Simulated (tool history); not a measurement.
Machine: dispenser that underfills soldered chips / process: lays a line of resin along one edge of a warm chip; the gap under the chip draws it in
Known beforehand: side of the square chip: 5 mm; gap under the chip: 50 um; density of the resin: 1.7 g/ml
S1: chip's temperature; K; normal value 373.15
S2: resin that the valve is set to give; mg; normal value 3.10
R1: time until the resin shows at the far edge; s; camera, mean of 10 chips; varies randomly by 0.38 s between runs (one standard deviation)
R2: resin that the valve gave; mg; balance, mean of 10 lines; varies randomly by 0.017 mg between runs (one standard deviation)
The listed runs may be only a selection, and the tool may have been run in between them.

run	hour	S1	S2	R1	R2
1	0.0	373.15	3.10	35.4	3.08
# hour 1.0: new syringe of resin
# hour 10.3: new syringe of resin
2	14.4	373.15	3.10	29.1	3.07
# hour 19.5: new syringe of resin
3	24.2	373.15	3.10	30.4	3.05
# hour 29.5: new syringe of resin
4	38.0	373.15	3.10	37.5	3.00
# hour 39.4: new syringe of resin
5	47.8	373.15	3.10	36.9	3.01
# hour 49.0: new syringe of resin
# hour 58.2: new syringe of resin
6	60.6	373.15	3.43	26.2	3.30
# hour 67.7: dispensing valve cleaned and set on the balance
# hour 69.4: new syringe of resin
7	70.9	373.15	3.43	25.5	3.40
# hour 78.9: new syringe of resin
8	78.9	373.15	3.43	22.8	3.39
# hour 88.9: new syringe of resin
9	92.9	373.15	3.43	28.0	3.40
# hour 98.4: new syringe of resin
10	102.6	373.15	3.43	28.7	3.38
# hour 108.5: new syringe of resin
11	114.2	373.15	3.43	31.6	3.34
# hour 118.2: new syringe of resin
# hour 127.6: new syringe of resin
12	128.6	375.15	3.43	22.8	3.33
# hour 137.2: new syringe of resin
13	143.0	375.15	3.43	29.7	3.32
# hour 146.9: dispensing valve cleaned and set on the balance
# hour 147.9: new syringe of resin
14	153.8	375.15	3.43	29.5	3.39
# hour 156.9: stage's temperature calibrated
# hour 158.5: new syringe of resin
15	163.7	373.15	3.10	29.5	3.02
# hour 168.3: new syringe of resin
16	173.2	376.15	3.10	27.2	3.07
# hour 178.1: new syringe of resin
# hour 187.4: new syringe of resin
17	187.9	360.15	3.10	32.6	2.98
# hour 197.2: new syringe of resin
18	202.7	383.15	3.92	23.2	3.79
# hour 206.5: new syringe of resin
19	215.2	383.15	3.92	26.5	3.79
# hour 216.4: new syringe of resin
20	221.8	378.15	3.93	27.5	3.79
# hour 225.5: new syringe of resin
# hour 226.5: dispensing valve cleaned and set on the balance
21	231.5	371.15	3.32	31.0	3.29
# hour 236.1: new syringe of resin
22	239.8	375.15	3.92	25.5	3.89
# hour 245.7: new syringe of resin
23	246.8	385.15	3.10	17.6	3.06
# hour 255.8: new syringe of resin
24	257.6	382.15	3.25	20.0	3.19
# hour 265.2: new syringe of resin
25	265.2	376.15	3.10	21.5	3.03
26	273.6	373.15	2.66	38.0	2.62
# hour 275.3: new syringe of resin
# hour 285.0: new syringe of resin
27	287.4	373.15	2.66	27.5	2.55
# hour 295.1: new syringe of resin
28	300.7	373.15	2.66	33.1	2.57
# hour 304.5: dispensing valve cleaned and set on the balance
# hour 305.5: new syringe of resin
29	312.1	366.15	2.80	40.7	2.80
# hour 314.9: new syringe of resin
# hour 324.9: new syringe of resin
30	324.9	369.15	3.90	25.2	3.84
# hour 335.0: new syringe of resin
31	337.1	363.15	2.81	34.6	2.75
# hour 345.2: new syringe of resin
32	352.4	359.15	2.76	50.7	2.67
# hour 355.3: new syringe of resin
33	360.9	388.15	3.10	21.4	3.01
# hour 365.1: new syringe of resin
34	371.0	388.15	2.65	22.8	2.57

Same runs, no hidden state in the tool, same run-to-run variation:
What the log doesn't record here: resin's viscosity, % of fresh resin's; dose that the valve gives, % of what is set; true chip temperature over the reading, C; drift of the gauge itself on fill_s, %; drift of the gauge itself on given_mg, %.
run	R1	R2
1	21.9	3.10
2	23.0	3.12
3	23.3	3.12
4	23.4	3.08
5	22.9	3.11
6	22.8	3.43
7	22.6	3.42
8	22.7	3.42
9	22.0	3.45
10	22.2	3.45
11	22.6	3.43
12	20.5	3.44
13	20.6	3.46
14	21.1	3.41
15	22.3	3.06
16	20.7	3.12
17	31.3	3.06
18	17.2	3.92
19	16.5	3.94
20	20.2	3.95
21	23.5	3.31
22	20.9	3.93
23	16.2	3.10
24	18.1	3.26
25	21.2	3.11
26	23.8	2.70
27	23.5	2.64
28	23.8	2.69
29	28.2	2.82
30	24.6	3.89
31	29.8	2.80
32	34.2	2.75
33	15.4	3.11
34	16.0	2.67
